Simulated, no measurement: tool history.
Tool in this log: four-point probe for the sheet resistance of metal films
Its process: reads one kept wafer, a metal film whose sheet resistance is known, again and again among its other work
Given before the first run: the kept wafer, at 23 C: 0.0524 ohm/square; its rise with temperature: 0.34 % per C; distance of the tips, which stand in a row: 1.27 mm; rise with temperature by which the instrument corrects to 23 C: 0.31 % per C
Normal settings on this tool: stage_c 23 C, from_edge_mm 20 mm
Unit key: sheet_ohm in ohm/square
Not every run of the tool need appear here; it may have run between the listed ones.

Run 1, hour 0: usual settings. Result: sheet_ohm 0.052158 ohm/square.
Run 2, hour 12: usual settings. Result: sheet_ohm 0.052175 ohm/square.
Run 3, hour 29.7: usual settings. Result: sheet_ohm 0.052152 ohm/square.
Run 4, hour 45.8: usual settings. Result: sheet_ohm 0.052139 ohm/square.
Run 5, hour 54.7: usual settings. Result: sheet_ohm 0.052167 ohm/square.
Run 6, hour 68.1: usual settings. Result: sheet_ohm 0.052155 ohm/square.
Run 7, hour 80.1: usual settings. Result: sheet_ohm 0.05216 ohm/square.
Run 8, hour 95.4: usual settings. Result: sheet_ohm 0.05214 ohm/square.
Run 9, hour 114.8: usual settings. Result: sheet_ohm 0.052136 ohm/square.
Run 10, hour 132.4: usual settings. Result: sheet_ohm 0.052131 ohm/square.
Run 11, hour 152.3: usual settings. Result: sheet_ohm 0.052121 ohm/square.
Run 12, hour 167.2: usual settings but stage_c 22 C. Result: sheet_ohm 0.052125 ohm/square.
Run 13, hour 184.2: usual settings. Result: sheet_ohm 0.052128 ohm/square.
Run 14, hour 201.1: usual settings but from_edge_mm 6 mm. Result: sheet_ohm 0.053243 ohm/square.
Run 15, hour 221.2: usual settings but from_edge_mm 6 mm. Result: sheet_ohm 0.053223 ohm/square.
Run 16, hour 239.7: usual settings but stage_c 30 C, from_edge_mm 3 mm. Result: sheet_ohm 0.056623 ohm/square.
Run 17, hour 249.8: usual settings but stage_c 30 C, from_edge_mm 3 mm. Result: sheet_ohm 0.056622 ohm/square.
Run 18, hour 265.6: usual settings but stage_c 19 C, from_edge_mm 37 mm. Result: sheet_ohm 0.051974 ohm/square.
Run 19, hour 280.9: usual settings but stage_c 19 C, from_edge_mm 37 mm. Result: sheet_ohm 0.051931 ohm/square.
Run 20, hour 300.8: usual settings but stage_c 19 C, from_edge_mm 37 mm. Result: sheet_ohm 0.051956 ohm/square.
Run 21, hour 315.4: usual settings but stage_c 19 C, from_edge_mm 37 mm. Result: sheet_ohm 0.051963 ohm/square.
Run 22, hour 332: usual settings but from_edge_mm 23 mm. Result: sheet_ohm 0.05205 ohm/square.
Run 23, hour 352.7: usual settings but stage_c 27 C, from_edge_mm 34 mm. Result: sheet_ohm 0.052058 ohm/square.
Run 24, hour 366.4: usual settings but stage_c 30 C, from_edge_mm 11 mm. Result: sheet_ohm 0.052433 ohm/square.
Run 25, hour 382.2: usual settings but stage_c 30 C, from_edge_mm 11 mm. Result: sheet_ohm 0.052414 ohm/square.
Run 26, hour 395.9: usual settings but from_edge_mm 36 mm. Result: sheet_ohm 0.05198 ohm/square.
Run 27, hour 413.7: usual settings but stage_c 27 C, from_edge_mm 73 mm. Result: sheet_ohm 0.052007 ohm/square.
Run 28, hour 428.4: usual settings but stage_c 27 C, from_edge_mm 73 mm. Result: sheet_ohm 0.051986 ohm/square.
Run 29, hour 438.5: usual settings but from_edge_mm 35 mm. Result: sheet_ohm 0.051959 ohm/square.

What if the next run were any one of these 5? Each begins from the tool's condition after run 29:
Run A, hour 451.3: usual settings but stage_c 27 C. Result: sheet_ohm ?.
Run B, hour 451.3: usual settings but from_edge_mm 13 mm. Result: sheet_ohm ?.
Run C, hour 451.3: usual settings but stage_c 20 C, from_edge_mm 11 mm. Result: sheet_ohm ?.
Run D, hour 451.3: usual settings but stage_c 32 C, from_edge_mm 38 mm. Result: sheet_ohm ?.
Run E, hour 451.3: usual settings but stage_c 19 C, from_edge_mm 27 mm. Result: sheet_ohm ?.

run  sheet_ohm
  A   0.052093
  B   0.052197
  C   0.052253
  D   0.052067
  E   0.051933
Stripped of hidden state, with their random variation kept, the same runs would have yielded:
run  sheet_ohm
  A    0.05256
  B   0.052665
  C   0.052722
  D   0.052534
  E   0.052399

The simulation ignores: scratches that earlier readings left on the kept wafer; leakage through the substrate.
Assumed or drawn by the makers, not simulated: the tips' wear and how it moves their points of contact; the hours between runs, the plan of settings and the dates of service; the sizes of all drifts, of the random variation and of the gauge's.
